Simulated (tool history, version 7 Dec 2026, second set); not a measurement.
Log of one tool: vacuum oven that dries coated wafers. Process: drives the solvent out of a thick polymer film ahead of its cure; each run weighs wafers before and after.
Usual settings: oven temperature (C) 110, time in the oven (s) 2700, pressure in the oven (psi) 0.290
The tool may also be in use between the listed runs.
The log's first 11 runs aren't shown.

| run | hour | oven temperature (C) | time in the oven (s) | pressure in the oven (psi) | hours of work since the thermocouples were calibrated | hours of work since the vacuum gauge was cleaned of residue | solvent left in the film (%) |
|---|---|---|---|---|---|---|---|
| 12 | 942.4 | 110 | 2700 | 0.290 | 566 | 130 | 4.91 |
| 13 | 1035.0 | 110 | 2700 | 0.290 | 617 | 181 | 5.09 |
|  | 1093.2 | vacuum gauge cleaned of residue and calibrated, once more |
| 14 | 1124.4 | 117 | 2700 | 0.290 | 665 | 17 | 3.17 |
|  | 1160.4 | oven's thermocouples calibrated |
| 15 | 1194.3 | 117 | 2700 | 0.290 | 19 | 54 | 3.14 |
| 16 | 1311.1 | 117 | 3600 | 0.290 | 83 | 119 | 2.55 |
| 17 | 1412.0 | 117 | 3600 | 0.290 | 138 | 174 | 2.74 |
| 18 | 1478.5 | 118 | 1980 | 0.821 | 175 | 210 | 7.90 |
| 19 | 1536.4 | 118 | 1980 | 0.821 | 206 | 242 | 7.93 |
| 20 | 1641.9 | 120 | 3480 | 0.191 | 264 | 300 | 1.74 |
| 21 | 1722.2 | 120 | 3480 | 0.730 | 308 | 344 | 5.80 |
| 22 | 1789.6 | 110 | 1320 | 1.115 | 345 | 381 | 14.87 |
| 23 | 1912.0 | 110 | 1320 | 1.115 | 413 | 448 | 15.05 |
| 24 | 2026.0 | 110 | 1320 | 1.115 | 475 | 511 | 15.15 |
| 25 | 2138.9 | 110 | 1320 | 1.115 | 537 | 573 | 15.46 |
| 26 | 2191.2 | 122 | 2700 | 0.290 | 566 | 602 | 2.69 |
| 27 | 2274.5 | 125 | 1500 | 0.580 | 611 | 647 | 5.47 |
|  | 2403.2 | oven's thermocouples calibrated |
| 28 | 2403.2 | 125 | 1500 | 0.580 | 0 | 717 | 5.27 |
| 29 | 2460.8 | 110 | 1380 | 0.252 | 32 | 748 | 7.53 |
| 30 | 2527.5 | 120 | 1380 | 0.503 | 68 | 785 | 6.37 |
| 31 | 2589.4 | 120 | 1380 | 0.503 | 102 | 819 | 6.50 |

Forecast each of these 5 alternatives for the next run:
| A | 2668.5 | 123 | 1920 | 0.772 | 146 | 862 | ? |
| B | 2668.5 | 97 | 3000 | 0.290 | 146 | 862 | ? |
| C | 2668.5 | 116 | 1380 | 0.503 | 146 | 862 | ? |
| D | 2668.5 | 101 | 1380 | 0.194 | 146 | 862 | ? |
| E | 2668.5 | 112 | 1380 | 0.503 | 146 | 862 | ? |

| run | solvent left in the film (%) |
|---|---|
| A | 6.22 |
| B | 8.09 |
| C | 7.68 |
| D | 10.13 |
| E | 8.82 |
Without the tool's hidden state the same runs would have given:
| run | solvent left in the film (%) |
|---|---|
| A | 5.94 |
| B | 7.50 |
| C | 7.37 |
| D | 9.71 |
| E | 8.48 |
